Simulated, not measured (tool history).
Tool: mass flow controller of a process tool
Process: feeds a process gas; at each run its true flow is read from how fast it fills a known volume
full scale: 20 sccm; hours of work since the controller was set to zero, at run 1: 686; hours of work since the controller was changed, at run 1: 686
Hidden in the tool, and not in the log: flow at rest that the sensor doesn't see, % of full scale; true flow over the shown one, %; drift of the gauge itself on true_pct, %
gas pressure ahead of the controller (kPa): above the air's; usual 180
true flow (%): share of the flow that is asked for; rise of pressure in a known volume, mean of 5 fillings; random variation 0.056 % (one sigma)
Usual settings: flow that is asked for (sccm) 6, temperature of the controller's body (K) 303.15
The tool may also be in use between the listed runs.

run	day	flow that is asked for (sccm)	gas pressure ahead of the controller (kPa)	temperature of the controller's body (K)	hours of work since the controller was set to zero	hours of work since the controller was changed	true flow (%)
1	0.000	6	180	303.15	686	686	99.61
2	3.379	6	180	303.15	720	720	99.60
3	6.571	6	180	294.15	751	751	98.72
4	10.588	6	180	303.15	791	791	99.47
5	13.283	6	180	303.15	818	818	99.59
6	17.879	6	180	309.15	864	864	100.24
7	23.538	6	180	309.15	920	920	100.07
8	27.892	6	180	303.15	964	964	99.53
9	32.621	6	180	303.15	1011	1011	99.45
10	37.929	6	180	302.15	1064	1064	99.13
11	42.629	6	180	302.15	1111	1111	99.21
12	45.562	6	180	302.15	1140	1140	99.17
13	51.592	6	180	295.15	1200	1200	98.41
14	57.796	6	269	303.15	1262	1262	99.74
15	62.350	6	180	303.15	1307	1307	99.27
16	66.904	6	180	303.15	1352	1352	99.15
17	71.554	6	258	303.15	1399	1399	99.68
18	75.504	6	258	303.15	1438	1438	99.53
19	78.262	6	258	303.15	1465	1465	99.53
20	82.862	6	180	300.15	1511	1511	98.70
# day 85.583: gauge calibrated
21	85.821	6	180	300.15	1541	1541	99.31
22	89.642	6	171	303.15	1579	1579	99.57
23	95.721	6	171	303.15	1639	1639	99.40
24	100.329	6	171	303.15	1685	1685	99.54
25	104.408	6	171	303.15	1726	1726	99.45
26	107.238	17	171	306.15	1754	1754	100.30
27	113.088	7	180	299.15	1812	1812	98.97
28	117.312	6	160	303.15	1854	1854	99.29
29	120.483	6	196	303.15	1886	1886	99.52
30	123.521	6	196	303.15	1916	1916	99.45
31	127.579	7	226	300.15	1957	1957	99.33
32	130.171	14	168	312.15	1983	1983	100.58
33	133.504	14	168	312.15	2016	2016	100.59
34	136.917	14	168	312.15	2050	2050	100.52
35	142.529	14	168	312.15	2106	2106	100.56
36	145.717	8	199	295.15	2137	2137	98.55
37	149.800	4	197	302.15	2178	2178	99.19
38	152.629	4	197	302.15	2206	2206	98.99
39	156.512	4	197	302.15	2245	2245	99.00
40	160.179	3	180	303.15	2281	2281	98.81
# day 162.333: gauge calibrated
41	165.638	3	180	303.15	2336	2336	99.59
42	170.796	3	180	303.15	2387	2387	99.53
43	174.292	3	213	300.15	2422	2422	99.32
44	177.621	3	213	300.15	2455	2455	99.24
45	180.212	3	213	300.15	2481	2481	99.32
46	183.896	3	196	303.15	2518	2518	99.44
47	187.621	2	263	303.15	2555	2555	99.90
48	191.546	2	263	303.15	2594	2594	99.66

Forecast each of these 3 alternatives for the next run:
A	195.258	2	263	311.15	2631	2631	?
B	195.258	8	263	308.15	2631	2631	?
C	195.258	5	181	304.15	2631	2631	?

run	true flow (%)
A	100.73
B	100.66
C	99.51
Without the tool's hidden state the same runs would have given:
run	true flow (%)
A	100.97
B	100.91
C	99.76
